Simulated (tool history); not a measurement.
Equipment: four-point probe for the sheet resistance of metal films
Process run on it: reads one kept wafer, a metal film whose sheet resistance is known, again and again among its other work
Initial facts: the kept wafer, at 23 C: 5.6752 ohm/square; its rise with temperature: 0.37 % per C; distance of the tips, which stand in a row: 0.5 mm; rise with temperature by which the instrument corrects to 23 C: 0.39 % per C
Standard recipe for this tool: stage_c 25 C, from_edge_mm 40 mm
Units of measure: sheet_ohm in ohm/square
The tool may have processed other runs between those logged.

| run | day | stage_c | from_edge_mm | sheet_ohm |
|---|---|---|---|---|
| 1 | 0.000 | 25 | 40 | 5.680804 |
| 2 | 2.142 | 25 | 7 | 5.698294 |
| 3 | 6.146 | 25 | 40 | 5.685317 |
| 4 | 9.404 | 25 | 40 | 5.687349 |
|  | 10.758 | new probe head fitted |
| 5 | 13.588 | 25 | 40 | 5.698131 |
| 6 | 16.275 | 25 | 40 | 5.697929 |
| 7 | 18.954 | 25 | 40 | 5.700073 |
| 8 | 21.267 | 25 | 40 | 5.702702 |
| 9 | 24.888 | 25 | 40 | 5.705153 |
| 10 | 28.367 | 25 | 40 | 5.706875 |
| 11 | 32.300 | 25 | 40 | 5.710310 |
| 12 | 35.217 | 25 | 38 | 5.712922 |
| 13 | 38.642 | 25 | 38 | 5.714374 |
| 14 | 41.492 | 25 | 38 | 5.714288 |
| 15 | 43.258 | 25 | 38 | 5.717327 |
| 16 | 47.058 | 26 | 5 | 5.745997 |
| 17 | 50.217 | 26 | 6 | 5.742588 |
| 18 | 54.362 | 19 | 40 | 5.730060 |
| 19 | 57.942 | 19 | 40 | 5.732589 |
| 20 | 60.762 | 30 | 5 | 5.753878 |
| 21 | 62.621 | 21 | 16 | 5.736435 |
| 22 | 65.554 | 20 | 28 | 5.736795 |
| 23 | 67.317 | 19 | 24 | 5.741162 |
| 24 | 69.329 | 26 | 25 | 5.734715 |
| 25 | 72.346 | 26 | 25 | 5.737876 |
| 26 | 75.483 | 34 | 15 | 5.731421 |
| 27 | 77.929 | 34 | 15 | 5.733255 |

Predict each of these 3 candidate next runs independently; none follows another, all start after run 27:
| A | 81.992 | 34 | 6 | ? |
| B | 81.992 | 20 | 25 | ? |
| C | 81.992 | 23 | 8 | ? |

| run | sheet_ohm |
|---|---|
| A | 5.754224 |
| B | 5.750461 |
| C | 5.755365 |
Take away the tool's hidden state, keep each run's random variation, and the runs would have read:
| run | sheet_ohm |
|---|---|
| A | 5.686121 |
| B | 5.681514 |
| C | 5.686562 |
